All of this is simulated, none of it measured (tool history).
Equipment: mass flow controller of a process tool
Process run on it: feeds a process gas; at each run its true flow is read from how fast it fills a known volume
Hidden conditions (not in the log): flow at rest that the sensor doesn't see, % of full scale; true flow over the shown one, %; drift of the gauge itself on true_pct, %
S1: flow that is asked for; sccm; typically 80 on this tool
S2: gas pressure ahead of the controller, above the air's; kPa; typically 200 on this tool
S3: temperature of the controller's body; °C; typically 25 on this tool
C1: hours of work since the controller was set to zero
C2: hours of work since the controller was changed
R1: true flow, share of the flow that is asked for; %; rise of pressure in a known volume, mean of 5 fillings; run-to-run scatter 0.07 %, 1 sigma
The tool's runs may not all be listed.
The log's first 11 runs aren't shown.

run,hour,S1,S2,S3,C1,C2,R1
12,1668,80,171,35,1653,1653,96.84
13,1844.9,80,171,25,1793,1793,96.04
14,2059.8,80,200,25,1964,1964,95.77
15,2208.5,80,200,25,2082,2082,95.6
16,2306.5,80,200,25,2160,2160,95.46
17,2421.8,80,200,25,2251,2251,95.37
18,2512.8,32,200,25,2323,2323,92.25
19,2701.9,80,200,39,2474,2474,95.95
20,2797.5,80,200,39,2549,2549,95.87
21,2949,80,200,39,2670,2670,95.74
22,3075.5,80,200,25,2770,2770,94.86
23,3189.2,80,200,25,2860,2860,94.52
24,3366.2,44,200,25,3001,3001,92.39
25,3580.2,44,192,29,3171,3171,92.37

Predict the results of run 26:
26,3783.5,103,200,25,3332,3332,?

{"run 26": {"R1": 94.82}}
Minus the tool's unlogged condition, the same run would have read R1 98.32 %.
